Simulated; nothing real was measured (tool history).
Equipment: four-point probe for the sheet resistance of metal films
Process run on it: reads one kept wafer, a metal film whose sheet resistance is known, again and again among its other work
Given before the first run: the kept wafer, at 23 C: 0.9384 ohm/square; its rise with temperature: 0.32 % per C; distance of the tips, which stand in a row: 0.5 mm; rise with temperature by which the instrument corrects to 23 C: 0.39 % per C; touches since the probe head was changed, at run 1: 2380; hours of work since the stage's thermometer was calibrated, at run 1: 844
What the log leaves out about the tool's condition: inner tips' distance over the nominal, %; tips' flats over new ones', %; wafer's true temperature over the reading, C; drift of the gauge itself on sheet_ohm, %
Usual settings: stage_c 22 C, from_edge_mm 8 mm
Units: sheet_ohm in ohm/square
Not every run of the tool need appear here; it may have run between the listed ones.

run,hour,stage_c,from_edge_mm,touches since the probe head was changed,hours of work since the stage's thermometer was calibrated,sheet_ohm
1,0,22,8,2380,844,0.940927
2,18.4,22,7,2633,857,0.9416
3,30.4,22,8,2798,865,0.940736
4,40.9,22,8,2942,872,0.94078
5,55.4,22,8,3141,882,0.940503
6,71.4,22,8,3360,893,0.940666
7,82.3,22,8,3511,901,0.941163
8,93.1,22,8,3659,908,0.940967
9,101.4,22,8,3773,914,0.941123
10,110.1,22,8,3893,920,0.941504
11,124.2,23,3,4086,929,0.952278
12,142.3,33,8,4335,942,0.93345
13,156.4,25,56,4528,952,0.936935
14,166.6,25,6,4668,959,0.939966
15,174.4,25,6,4776,964,0.940725
16,190.3,25,6,4995,975,0.940723
17,206.9,25,6,5223,986,0.940626
18,214.5,31,8,5327,991,0.935248
19,227.4,18,38,5504,1000,0.941804

4 ways to go on from here, each from the tool as it stands after run 19. What would each give?
A,241.7,21,32,5701,1010,?
B,241.7,29,17,5701,1010,?
C,241.7,19,10,5701,1010,?
D,241.7,21,8,5701,1010,?

run,sheet_ohm
A,0.940142
B,0.934927
C,0.942515
D,0.941449
With no hidden state in the tool, these same runs would have given:
run,sheet_ohm
A,0.94018
B,0.934964
C,0.942552
D,0.941487

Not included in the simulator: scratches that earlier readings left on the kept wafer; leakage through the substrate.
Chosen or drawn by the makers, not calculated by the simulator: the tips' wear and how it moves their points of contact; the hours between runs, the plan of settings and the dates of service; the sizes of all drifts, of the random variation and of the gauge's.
